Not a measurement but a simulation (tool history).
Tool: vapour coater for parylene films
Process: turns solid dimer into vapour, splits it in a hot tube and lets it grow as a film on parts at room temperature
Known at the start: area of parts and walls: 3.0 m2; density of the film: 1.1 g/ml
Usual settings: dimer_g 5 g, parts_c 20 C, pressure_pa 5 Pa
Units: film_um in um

run,day,dimer_g,parts_c,pressure_pa,film_um
1,0,5,20,5,1.11
2,0.596,5,20,5,1.13
3,1.583,5,20,5,1.12
4,2.15,3,20,5,0.68
5,3.075,3,20,5,0.67
6,3.804,3,20,5,0.67
7,4.479,2,20,5,0.46
8,5.204,2,20,5,0.44
9,6.179,5,20,5,1.12
10,7.096,5,20,5,1.12
11,8.033,4,14,2.79,1.03
# day 8.338: trap's valve overhauled
12,8.671,4,14,2.79,1.01
13,9.462,5,15,7,1.18
14,10.067,7,15,8.28,1.64
15,10.779,8,19,9.05,1.74
16,11.688,8,19,10.1,1.7

Run 17 comes next. What will it give?
17,12.171,8,19,10.1,?

{"run 17": {"film_um": 1.71}}
Without the tool's hidden state the same run would have given film_um 1.71 um.
